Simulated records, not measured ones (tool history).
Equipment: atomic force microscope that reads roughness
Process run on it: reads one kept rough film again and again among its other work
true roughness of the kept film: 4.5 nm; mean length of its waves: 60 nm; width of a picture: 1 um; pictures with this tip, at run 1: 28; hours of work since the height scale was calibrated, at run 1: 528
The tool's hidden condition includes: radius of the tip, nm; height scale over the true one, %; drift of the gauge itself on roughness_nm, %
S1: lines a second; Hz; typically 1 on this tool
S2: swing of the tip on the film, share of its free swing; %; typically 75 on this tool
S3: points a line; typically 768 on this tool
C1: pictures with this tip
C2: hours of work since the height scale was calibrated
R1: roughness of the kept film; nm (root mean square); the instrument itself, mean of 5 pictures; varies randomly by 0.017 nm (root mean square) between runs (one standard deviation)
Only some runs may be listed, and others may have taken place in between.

| run | hour | S1 | S2 | S3 | C1 | C2 | R1 |
|---|---|---|---|---|---|---|---|
| 1 | 0 | 1 | 75 | 768 | 28 | 528 | 3.883 |
| 2 | 35.7 | 1 | 75 | 768 | 70 | 552 | 3.701 |
| 3 | 74.4 | 1 | 75 | 768 | 115 | 578 | 3.516 |
|  | 114.8 | new tip fitted |
| 4 | 133 | 1 | 75 | 768 | 21 | 617 | 3.872 |
| 5 | 182.3 | 1 | 75 | 768 | 79 | 650 | 3.609 |
| 6 | 226.1 | 1 | 75 | 768 | 131 | 679 | 3.428 |
|  | 249.3 | new tip fitted |
| 7 | 260 | 1 | 75 | 768 | 13 | 702 | 3.885 |
| 8 | 295.8 | 1 | 75 | 768 | 55 | 726 | 3.715 |
| 9 | 325.6 | 1 | 75 | 768 | 90 | 746 | 3.594 |
| 10 | 360.3 | 1 | 75 | 833 | 130 | 769 | 3.448 |
|  | 384 | new tip fitted |
| 11 | 402.7 | 1 | 84 | 833 | 22 | 797 | 3.796 |
| 12 | 462.3 | 1 | 75 | 768 | 92 | 837 | 3.556 |
| 13 | 502.7 | 1 | 75 | 768 | 139 | 865 | 3.348 |
|  | 521.6 | new tip fitted |
| 14 | 534 | 1 | 75 | 725 | 14 | 885 | 3.905 |
| 15 | 598.5 | 1 | 75 | 725 | 90 | 929 | 3.612 |
| 16 | 636 | 1 | 75 | 725 | 134 | 954 | 3.446 |
|  | 657 | new tip fitted |
| 17 | 683.3 | 0.7 | 75 | 768 | 31 | 985 | 3.923 |
| 18 | 724.2 | 0.7 | 75 | 283 | 79 | 1013 | 3.669 |
| 19 | 766.5 | 0.7 | 75 | 283 | 128 | 1041 | 3.515 |
|  | 771.9 | height scale calibrated on a step standard |
|  | 796.8 | new tip fitted |
| 20 | 824.2 | 1 | 75 | 924 | 32 | 35 | 3.793 |
| 21 | 855.4 | 1 | 75 | 924 | 69 | 56 | 3.615 |
| 22 | 891.6 | 0.67 | 75 | 924 | 111 | 80 | 3.526 |
|  | 932.5 | new tip fitted |
|  | 948.9 | height scale calibrated on a step standard, once more |
| 23 | 948.9 | 0.67 | 75 | 924 | 19 | 0 | 4.039 |
| 24 | 1011 | 0.67 | 75 | 924 | 91 | 42 | 3.729 |
| 25 | 1064.5 | 1 | 75 | 872 | 154 | 78 | 3.412 |
|  | 1069.3 | new tip fitted |
| 26 | 1114.2 | 1 | 75 | 421 | 53 | 111 | 3.792 |
| 27 | 1158.2 | 0.99 | 67 | 768 | 104 | 140 | 3.669 |
| 28 | 1191.3 | 0.99 | 67 | 768 | 143 | 163 | 3.519 |
|  | 1206 | new tip fitted |
| 29 | 1251 | 0.99 | 67 | 768 | 52 | 202 | 3.899 |
| 30 | 1298.9 | 0.58 | 87 | 776 | 108 | 235 | 3.574 |
|  | 1340.6 | new tip fitted |
| 31 | 1341.5 | 0.71 | 63 | 331 | 1 | 263 | 4.178 |
| 32 | 1404 | 0.71 | 83 | 331 | 74 | 305 | 3.653 |
| 33 | 1446.6 | 3.11 | 59 | 685 | 124 | 334 | 3.448 |
|  | 1479.5 | new tip fitted |
| 34 | 1513.9 | 1.29 | 60 | 863 | 40 | 379 | 3.945 |
| 35 | 1561.5 | 1.79 | 82 | 598 | 96 | 411 | 3.292 |
| 36 | 1595.5 | 1.62 | 75 | 277 | 136 | 433 | 3.3 |
|  | 1615 | new tip fitted |
| 37 | 1637.5 | 1.62 | 75 | 277 | 26 | 461 | 3.744 |
| 38 | 1672 | 3.9 | 83 | 519 | 67 | 485 | 2.895 |
| 39 | 1717.3 | 1.92 | 63 | 768 | 120 | 515 | 3.525 |
|  | 1749.5 | new tip fitted |
| 40 | 1762 | 1 | 66 | 478 | 15 | 545 | 4.014 |
| 41 | 1821.1 | 1 | 66 | 478 | 84 | 585 | 3.724 |
| 42 | 1869.6 | 3.8 | 63 | 768 | 141 | 617 | 3.23 |
|  | 1887.5 | new tip fitted |
| 43 | 1906.4 | 1 | 76 | 332 | 22 | 642 | 3.9 |
| 44 | 1947 | 2.63 | 77 | 768 | 70 | 669 | 3.269 |
| 45 | 2007.6 | 2.63 | 77 | 768 | 141 | 710 | 3.071 |
|  | 2022.6 | new tip fitted |
| 46 | 2065 | 0.62 | 60 | 768 | 50 | 748 | 3.936 |
| 47 | 2121.9 | 0.62 | 60 | 768 | 116 | 786 | 3.687 |
| 48 | 2153.5 | 0.62 | 60 | 768 | 153 | 807 | 3.513 |
|  | 2160 | new tip fitted |
| 49 | 2185.4 | 3.64 | 59 | 512 | 30 | 828 | 3.737 |
| 50 | 2236.8 | 3.11 | 75 | 940 | 90 | 863 | 3.196 |
|  | 2296.3 | new tip fitted |
| 51 | 2301.8 | 0.68 | 88 | 341 | 7 | 906 | 3.877 |

How the hidden state differs across the entries between the runs, from the last listed run before each to the first after it:
Runs 3 to 4: new tip fitted (hour 114.8)
  radius of the tip, nm: 39.5 -> 15.9; height scale over the true one, %: -0.83 -> -0.89
  measured result minus the result with no hidden state, R1: -0.52 -> -0.143 nm (root mean square)
Runs 6 to 7: new tip fitted (hour 249.3)
  radius of the tip, nm: 45.9 -> 14.4; height scale over the true one, %: -0.99 -> -1.02
  measured result minus the result with no hidden state, R1: -0.618 -> -0.121 nm (root mean square)
Runs 10 to 11: new tip fitted (hour 384)
  radius of the tip, nm: 43.9 -> 16.1; height scale over the true one, %: -1.12 -> -1.16
  measured result minus the result with no hidden state, R1: -0.595 -> -0.155 nm (root mean square)
Runs 13 to 14: new tip fitted (hour 521.6)
  radius of the tip, nm: 48.6 -> 14.2; height scale over the true one, %: -1.26 -> -1.29
  measured result minus the result with no hidden state, R1: -0.657 -> -0.129 nm (root mean square)
Runs 16 to 17: new tip fitted (hour 657)
  radius of the tip, nm: 44 -> 18.4; height scale over the true one, %: -1.39 -> -1.44
  measured result minus the result with no hidden state, R1: -0.608 -> -0.215 nm (root mean square)
Runs 19 to 20: height scale calibrated on a step standard (hour 771.9); new tip fitted (hour 796.8)
  radius of the tip, nm: 42.1 -> 17.4; height scale over the true one, %: -1.52 -> -2.62
  measured result minus the result with no hidden state, R1: -0.591 -> -0.237 nm (root mean square)
Runs 22 to 23: new tip fitted (hour 932.5); height scale calibrated on a step standard, once more (hour 948.9)
  radius of the tip, nm: 37.2 -> 14.4; height scale over the true one, %: -2.68 -> 0.11
  measured result minus the result with no hidden state, R1: -0.561 -> -0.078 nm (root mean square)
Runs 25 to 26: new tip fitted (hour 1069.3)
  radius of the tip, nm: 46.9 -> 24.4; height scale over the true one, %: -0.01 -> -0.06
  measured result minus the result with no hidden state, R1: -0.592 -> -0.259 nm (root mean square)
Runs 28 to 29: new tip fitted (hour 1206)
  radius of the tip, nm: 45.7 -> 22.8; height scale over the true one, %: -0.14 -> -0.2
  measured result minus the result with no hidden state, R1: -0.598 -> -0.243 nm (root mean square)
Runs 30 to 31: new tip fitted (hour 1340.6)
  radius of the tip, nm: 37.5 -> 10.3; height scale over the true one, %: -0.25 -> -0.29
  measured result minus the result with no hidden state, R1: -0.473 -> -0.017 nm (root mean square)
Runs 33 to 34: new tip fitted (hour 1479.5)
  radius of the tip, nm: 42.5 -> 20.7; height scale over the true one, %: -0.4 -> -0.46
  measured result minus the result with no hidden state, R1: -0.544 -> -0.217 nm (root mean square)
Runs 36 to 37: new tip fitted (hour 1615)
  radius of the tip, nm: 45.1 -> 17.2; height scale over the true one, %: -0.54 -> -0.58
  measured result minus the result with no hidden state, R1: -0.566 -> -0.15 nm (root mean square)
Runs 39 to 40: new tip fitted (hour 1749.5)
  radius of the tip, nm: 40 -> 14.9; height scale over the true one, %: -0.67 -> -0.71
  measured result minus the result with no hidden state, R1: -0.523 -> -0.123 nm (root mean square)
Runs 42 to 43: new tip fitted (hour 1887.5)
  radius of the tip, nm: 47.6 -> 17.2; height scale over the true one, %: -0.82 -> -0.85
  measured result minus the result with no hidden state, R1: -0.603 -> -0.166 nm (root mean square)
Runs 45 to 46: new tip fitted (hour 2022.6)
  radius of the tip, nm: 47.3 -> 24.1; height scale over the true one, %: -0.96 -> -1.02
  measured result minus the result with no hidden state, R1: -0.573 -> -0.304 nm (root mean square)
Runs 48 to 49: new tip fitted (hour 2160)
  radius of the tip, nm: 48.9 -> 18.1; height scale over the true one, %: -1.1 -> -1.13
  measured result minus the result with no hidden state, R1: -0.688 -> -0.186 nm (root mean square)
Runs 50 to 51: new tip fitted (hour 2296.3)
  radius of the tip, nm: 33.8 -> 12.1; height scale over the true one, %: -1.19 -> -1.26
  measured result minus the result with no hidden state, R1: -0.399 -> -0.087 nm (root mean square)
